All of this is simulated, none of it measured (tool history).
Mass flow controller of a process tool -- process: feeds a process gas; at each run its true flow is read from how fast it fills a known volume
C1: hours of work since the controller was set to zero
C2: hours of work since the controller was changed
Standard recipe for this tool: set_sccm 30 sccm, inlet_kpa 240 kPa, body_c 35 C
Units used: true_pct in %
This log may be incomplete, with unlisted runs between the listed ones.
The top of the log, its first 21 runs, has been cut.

run 22 hour=6937.9 | set_sccm=19 inlet_kpa=240 body_c=35 | C1=3450 C2=8686 | true_pct=98.33
run 23 hour=7154.1 | set_sccm=19 inlet_kpa=240 body_c=35 | C1=3553 C2=8789 | true_pct=98.25
run 24 hour=7427.6 | set_sccm=37 inlet_kpa=180 body_c=28 | C1=3683 C2=8920 | true_pct=99.47
run 25 hour=7808.5 | set_sccm=22 inlet_kpa=201 body_c=28 | C1=3865 C2=9102 | true_pct=98.47
run 26 hour=8000.1 | set_sccm=30 inlet_kpa=160 body_c=35 | C1=3957 C2=9193 | true_pct=99.68
run 27 hour=8430.9 | set_sccm=13 inlet_kpa=160 body_c=35 | C1=4162 C2=9399 | true_pct=98.55
run 28 hour=8807.9 | set_sccm=13 inlet_kpa=160 body_c=35 | C1=4342 C2=9579 | true_pct=98.58
run 29 hour=9150.1 | set_sccm=15 inlet_kpa=158 body_c=35 | C1=4506 C2=9742 | true_pct=98.60
run 30 hour=9433.9 | set_sccm=9 inlet_kpa=250 body_c=37 | C1=4641 C2=9877 | true_pct=97.58
run 31 hour=9776.5 | set_sccm=27 inlet_kpa=187 body_c=39 | C1=4805 C2=10041 | true_pct=99.49
run 32 hour=10054.3 | set_sccm=30 inlet_kpa=162 body_c=33 | C1=4937 C2=10174 | true_pct=99.47
-- hour=10278.1 controller's zero set anew
run 33 hour=10365.8 | set_sccm=30 inlet_kpa=162 body_c=33 | C1=42 C2=10322 | true_pct=99.63
run 34 hour=10771.0 | set_sccm=37 inlet_kpa=269 body_c=38 | C1=235 C2=10515 | true_pct=99.51
run 35 hour=11221.6 | set_sccm=37 inlet_kpa=269 body_c=31 | C1=450 C2=10731 | true_pct=99.15

Consider 5 possible next runs. They are alternatives, not a sequence: every one starts from the tool as it was left by run 35. What does each give?
run A hour=11687.0 | set_sccm=37 inlet_kpa=221 body_c=31 | C1=673 C2=10953 | true_pct=?
run B hour=11687.0 | set_sccm=9 inlet_kpa=197 body_c=28 | C1=673 C2=10953 | true_pct=?
run C hour=11687.0 | set_sccm=37 inlet_kpa=212 body_c=31 | C1=673 C2=10953 | true_pct=?
run D hour=11687.0 | set_sccm=46 inlet_kpa=269 body_c=34 | C1=673 C2=10953 | true_pct=?
run E hour=11687.0 | set_sccm=37 inlet_kpa=269 body_c=21 | C1=673 C2=10953 | true_pct=?

run=A true_pct=99.43
run=B true_pct=97.61
run=C true_pct=99.28
run=D true_pct=99.91
run=E true_pct=98.42
The same runs, with their run-to-run variation unchanged, on a tool lacking any hidden condition would have given:
run=A true_pct=99.42
run=B true_pct=97.60
run=C true_pct=99.27
run=D true_pct=99.90
run=E true_pct=98.41

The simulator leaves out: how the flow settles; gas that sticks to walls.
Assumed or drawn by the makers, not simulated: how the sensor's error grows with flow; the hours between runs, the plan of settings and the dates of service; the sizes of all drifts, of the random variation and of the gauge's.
